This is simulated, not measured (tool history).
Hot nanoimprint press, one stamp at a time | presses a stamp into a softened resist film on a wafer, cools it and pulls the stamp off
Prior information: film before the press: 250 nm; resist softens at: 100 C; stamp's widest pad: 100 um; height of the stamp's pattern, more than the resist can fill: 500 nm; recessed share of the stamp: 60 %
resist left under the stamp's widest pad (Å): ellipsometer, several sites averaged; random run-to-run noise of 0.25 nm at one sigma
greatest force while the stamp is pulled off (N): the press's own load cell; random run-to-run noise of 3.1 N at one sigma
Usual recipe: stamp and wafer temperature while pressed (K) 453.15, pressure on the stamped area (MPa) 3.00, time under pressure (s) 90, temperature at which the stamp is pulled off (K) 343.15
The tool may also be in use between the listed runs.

run,hour,stamp and wafer temperature while pressed (K),pressure on the stamped area (MPa),time under pressure (s),temperature at which the stamp is pulled off (K),resist left under the stamp's widest pad (Å),greatest force while the stamp is pulled off (N)
1,0.0,453.15,3.00,90,343.15,1199,227
2,69.4,453.15,3.00,90,343.15,1196,232
# hour 124.1: stamp cleaned and given a new release coat
3,135.5,453.15,3.00,90,351.15,1196,115
4,191.2,453.15,3.00,90,351.15,1188,124
5,238.4,453.15,3.00,90,351.15,1191,129
6,289.6,464.15,3.00,90,343.15,757,165
7,332.5,464.15,3.00,90,343.15,755,186
8,392.1,453.15,3.00,90,347.15,1180,172
# hour 455.6: plate thermocouple calibrated
9,464.8,453.15,3.00,90,347.15,1216,178
10,497.0,453.15,3.00,90,348.15,1216,177
11,552.5,454.15,3.00,90,343.15,1167,215
12,619.9,454.15,3.00,90,343.15,1164,237
13,674.7,454.15,3.00,90,343.15,1161,250
# hour 703.1: stamp cleaned and given a new release coat
14,722.6,453.15,2.70,90,343.15,1252,150
15,777.1,453.15,2.70,90,343.15,1251,151
16,814.1,453.15,2.84,151,350.15,1001,134
17,855.0,443.15,3.00,114,343.15,1619,163
18,911.1,453.15,4.47,118,344.15,921,177
19,941.8,453.15,3.91,108,333.15,1008,227
20,978.6,445.15,3.68,108,333.15,1431,243
21,1024.1,449.15,3.22,46,349.15,1680,165
# hour 1085.2: press's hydraulic seals changed and the load cell set to zero
22,1088.2,453.15,3.53,90,346.15,1086,190
23,1126.8,455.15,4.39,162,341.15,698,222
24,1163.4,453.15,3.00,91,343.15,1155,223
25,1223.5,450.15,3.00,135,330.15,1120,324
# hour 1245.0: plate thermocouple calibrated
26,1281.0,449.15,3.00,129,343.15,1240,248
# hour 1291.9: stamp cleaned and given a new release coat
27,1324.2,463.15,3.08,55,347.15,978,141
28,1392.7,453.15,3.00,90,344.15,1203,162
29,1428.8,459.15,3.00,90,343.15,939,169
30,1493.1,459.15,3.09,90,342.15,924,182

Each row is a separate what-if for the run after 30, all from the same tool condition, not one after another. Results?
A,1544.5,462.15,3.09,50,342.15,?,?
B,1544.5,453.15,3.00,115,343.15,?,?
C,1544.5,450.15,3.00,177,346.15,?,?

run,resist left under the stamp's widest pad (Å),greatest force while the stamp is pulled off (N)
A,1050,188
B,1089,179
C,1039,174
Without the tool's unlogged condition, the same runs would have read:
run,resist left under the stamp's widest pad (Å),greatest force while the stamp is pulled off (N)
A,1065,149
B,1107,142
C,1057,137

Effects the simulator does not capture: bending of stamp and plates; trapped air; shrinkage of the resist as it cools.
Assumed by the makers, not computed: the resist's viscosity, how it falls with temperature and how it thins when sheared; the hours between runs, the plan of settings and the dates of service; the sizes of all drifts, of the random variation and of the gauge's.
